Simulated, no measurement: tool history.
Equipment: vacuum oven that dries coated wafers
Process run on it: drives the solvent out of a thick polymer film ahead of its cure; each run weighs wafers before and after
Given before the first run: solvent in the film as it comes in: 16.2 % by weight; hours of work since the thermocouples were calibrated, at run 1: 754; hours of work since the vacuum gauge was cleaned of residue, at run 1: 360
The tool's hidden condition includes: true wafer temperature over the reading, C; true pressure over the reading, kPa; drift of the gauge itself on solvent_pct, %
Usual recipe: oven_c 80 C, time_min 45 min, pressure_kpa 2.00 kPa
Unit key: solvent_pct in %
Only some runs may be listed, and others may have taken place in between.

run      day  oven_c  time_min  pressure_kpa  hours of work since the thermocouples were calibrated  hours of work since the vacuum gauge was cleaned of residue  solvent_pct
  1    0.000      80        45          2.00                                                    754                                                          360         1.66
  2    1.821      80        45          3.31                                                    783                                                          390         2.27
  3    5.900      80        45          3.83                                                    849                                                          456         2.44
  4   10.208      80        45          7.07                                                    919                                                          526         3.93
  5   12.883      80        45          2.00                                                    963                                                          569         1.75
  6   15.496      91        45          2.00                                                   1005                                                          612         0.63
  7   18.492      91        45          2.00                                                   1054                                                          660         0.65
  8   21.942      80        29          2.00                                                   1110                                                          716         3.11
      24.367  -- oven's thermocouples calibrated
  9   24.462      80        29          2.00                                                      2                                                          756         2.39
 10   27.838      80        79          2.00                                                     56                                                          811         0.92
 11   30.362      80        45          2.00                                                     97                                                          852         1.37
 12   34.288      80        45          2.33                                                    161                                                          915         1.55
 13   36.342      80        45          2.33                                                    194                                                          949         1.54
 14   39.504      80        45          1.73                                                    246                                                         1000         1.28
 15   41.296      80        24          2.00                                                    275                                                         1029         3.22
 16   45.438      80        24          2.00                                                    342                                                         1096         3.36
 17   47.579      80        24          2.00                                                    377                                                         1131         3.28
 18   49.696      80        57          2.00                                                    411                                                         1165         1.28
 19   53.150      80        57          2.00                                                    467                                                         1221         1.28
 20   57.158      80        57          2.00                                                    532                                                         1286         1.16
 21   60.538      80        45          5.00                                                    587                                                         1341         2.98
 22   63.267      80        45          2.00                                                    631                                                         1385         1.65
 23   65.721      80        45          2.00                                                    671                                                         1425         1.71
 24   69.133      78        45          2.00                                                    726                                                         1481         2.15
 25   71.733      88        45          3.74                                                    768                                                         1523         1.35
      74.667  -- vacuum gauge cleaned of residue and calibrated
 26   74.725      80        77          4.76                                                    816                                                            1         2.36
 27   78.525      82        27          2.00                                                    878                                                           63         2.47
 28   81.346      80        72          7.70                                                    923                                                          108         3.53
 29   84.342      67        61          3.86                                                    972                                                          157         5.54
 30   86.388      93        67          2.00                                                   1005                                                          190         0.53
 31   90.446      93        67          2.00                                                   1071                                                          256         0.62
 32   93.996      93        67          2.00                                                   1129                                                          314         0.63
      95.179  -- oven's thermocouples calibrated
 33   96.588      93        67          2.00                                                     23                                                          354         0.52
 34   99.775      93        67          2.00                                                     75                                                          406         0.52
 35  102.600      93        67          2.00                                                    120                                                          452         0.51
 36  105.683      80        34          1.37                                                    170                                                          502         1.75
 37  108.925      80        34          1.37                                                    223                                                          554         1.84
 38  111.896      77        59          1.70                                                    271                                                          603         1.34
 39  115.242      80        29          5.20                                                    326                                                          657         3.79
 40  119.012      82        45          1.97                                                    387                                                          718         1.21
 41  122.054      93        35          2.00                                                    436                                                          767         0.59
 42  125.150      80        45          3.19                                                    486                                                          818         2.00
 43  127.217      69        59          2.00                                                    520                                                          851         3.59
 44  129.354      82        59          4.34                                                    554                                                          886         1.93
 45  133.425      80        53          4.34                                                    621                                                          952         2.41
 46  137.000      80        52          2.00                                                    678                                                         1010         1.44

Entry by entry between the runs, the difference in hidden state between the last listed run before and the first listed run after:
Between runs 8 and 9: oven's thermocouples calibrated (day 24.367)
  true wafer temperature over the reading, C: -2.17 -> 0.59; true pressure over the reading, kPa: 0.137 -> 0.147
  measured minus no-state result, solvent_pct: +0.67 -> -0.10 %
Between runs 25 and 26: vacuum gauge cleaned of residue and calibrated (day 74.667)
  true wafer temperature over the reading, C: -1.02 -> -1.12; true pressure over the reading, kPa: 0.327 -> -0.004
  measured minus no-state result, solvent_pct: +0.18 -> +0.12 %
Between runs 32 and 33: oven's thermocouples calibrated (day 95.179)
  true wafer temperature over the reading, C: -1.78 -> 0.37; true pressure over the reading, kPa: 0.072 -> 0.081
  measured minus no-state result, solvent_pct: +0.06 -> +0.01 %

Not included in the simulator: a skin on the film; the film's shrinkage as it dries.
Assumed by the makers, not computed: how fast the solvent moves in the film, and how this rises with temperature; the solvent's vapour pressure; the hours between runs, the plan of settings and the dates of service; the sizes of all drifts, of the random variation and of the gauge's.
